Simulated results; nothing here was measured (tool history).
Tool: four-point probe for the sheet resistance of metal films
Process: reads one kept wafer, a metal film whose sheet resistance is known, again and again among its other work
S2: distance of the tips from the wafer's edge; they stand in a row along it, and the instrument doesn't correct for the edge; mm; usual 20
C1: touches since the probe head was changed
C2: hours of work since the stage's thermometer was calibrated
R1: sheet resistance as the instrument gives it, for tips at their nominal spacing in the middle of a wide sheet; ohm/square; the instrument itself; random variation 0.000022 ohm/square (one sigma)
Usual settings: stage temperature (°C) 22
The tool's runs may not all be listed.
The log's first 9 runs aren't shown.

{"run": 10, "hour": 282.0, "stage temperature (°C)": 19, "S2": 20, "C1": 48008, "C2": 437, "R1": 0.109453}
{"run": 11, "hour": 312.8, "stage temperature (°C)": 19, "S2": 20, "C1": 49281, "C2": 453, "R1": 0.109457}
{"run": 12, "hour": 343.5, "stage temperature (°C)": 19, "S2": 20, "C1": 50553, "C2": 469, "R1": 0.109551}
{"run": 13, "hour": 378.1, "stage temperature (°C)": 21, "S2": 20, "C1": 51985, "C2": 487, "R1": 0.109587}
{"run": 14, "hour": 397.8, "stage temperature (°C)": 22, "S2": 20, "C1": 52802, "C2": 497, "R1": 0.10958}
{"run": 15, "hour": 428.5, "stage temperature (°C)": 22, "S2": 6, "C1": 54074, "C2": 513, "R1": 0.110004}
{"run": 16, "hour": 449.7, "stage temperature (°C)": 22, "S2": 6, "C1": 54950, "C2": 524, "R1": 0.110017}
{"run": 17, "hour": 486.3, "stage temperature (°C)": 22, "S2": 20, "C1": 56466, "C2": 543, "R1": 0.109695}
{"run": 18, "hour": 532.5, "stage temperature (°C)": 22, "S2": 20, "C1": 58380, "C2": 567, "R1": 0.109734}
{"run": 19, "hour": 577.7, "stage temperature (°C)": 19, "S2": 4, "C1": 60252, "C2": 590, "R1": 0.110598}
{"run": 20, "hour": 605.0, "stage temperature (°C)": 35, "S2": 3, "C1": 61384, "C2": 605, "R1": 0.111475}
{"hour": 607.4, "done": "stage's thermometer calibrated"}
{"run": 21, "hour": 642.0, "stage temperature (°C)": 22, "S2": 5, "C1": 62892, "C2": 18, "R1": 0.110317}
{"run": 22, "hour": 688.7, "stage temperature (°C)": 23, "S2": 12, "C1": 64827, "C2": 42, "R1": 0.109919}
{"hour": 724.8, "done": "new probe head fitted"}
{"run": 23, "hour": 733.1, "stage temperature (°C)": 34, "S2": 5, "C1": 342, "C2": 65, "R1": 0.108558}
{"run": 24, "hour": 754.3, "stage temperature (°C)": 34, "S2": 37, "C1": 1220, "C2": 76, "R1": 0.108024}
{"run": 25, "hour": 786.9, "stage temperature (°C)": 34, "S2": 37, "C1": 2571, "C2": 92, "R1": 0.108032}
{"run": 26, "hour": 812.0, "stage temperature (°C)": 34, "S2": 37, "C1": 3610, "C2": 105, "R1": 0.108031}
{"hour": 846.9, "done": "stage's thermometer calibrated, once more"}
{"run": 27, "hour": 846.9, "stage temperature (°C)": 23, "S2": 20, "C1": 5033, "C2": 0, "R1": 0.108124}
{"run": 28, "hour": 878.1, "stage temperature (°C)": 23, "S2": 20, "C1": 6329, "C2": 16, "R1": 0.108213}
{"run": 29, "hour": 904.8, "stage temperature (°C)": 23, "S2": 20, "C1": 7433, "C2": 30, "R1": 0.108227}
{"run": 30, "hour": 932.4, "stage temperature (°C)": 23, "S2": 4, "C1": 8573, "C2": 44, "R1": 0.109088}
{"run": 31, "hour": 956.6, "stage temperature (°C)": 32, "S2": 30, "C1": 9578, "C2": 57, "R1": 0.10829}
{"run": 32, "hour": 987.3, "stage temperature (°C)": 32, "S2": 30, "C1": 10849, "C2": 73, "R1": 0.108325}
{"run": 33, "hour": 1027.2, "stage temperature (°C)": 21, "S2": 26, "C1": 12498, "C2": 93, "R1": 0.108231}

5 ways to go on from here, each from the tool as it stands after run 33. What would each give?
{"run": "A", "hour": 1071.0, "stage temperature (°C)": 22, "S2": 6, "C1": 14316, "C2": 116, "R1": "?"}
{"run": "B", "hour": 1071.0, "stage temperature (°C)": 28, "S2": 18, "C1": 14316, "C2": 116, "R1": "?"}
{"run": "C", "hour": 1071.0, "stage temperature (°C)": 21, "S2": 45, "C1": 14316, "C2": 116, "R1": "?"}
{"run": "D", "hour": 1071.0, "stage temperature (°C)": 21, "S2": 31, "C1": 14316, "C2": 116, "R1": "?"}
{"run": "E", "hour": 1071.0, "stage temperature (°C)": 23, "S2": 26, "C1": 14316, "C2": 116, "R1": "?"}

run=A R1=0.108702
run=B R1=0.108402
run=C R1=0.108276
run=D R1=0.108346
run=E R1=0.108323
Without the tool's hidden state the same runs would have given:
run=A R1=0.108792
run=B R1=0.108492
run=C R1=0.108367
run=D R1=0.108436
run=E R1=0.108413

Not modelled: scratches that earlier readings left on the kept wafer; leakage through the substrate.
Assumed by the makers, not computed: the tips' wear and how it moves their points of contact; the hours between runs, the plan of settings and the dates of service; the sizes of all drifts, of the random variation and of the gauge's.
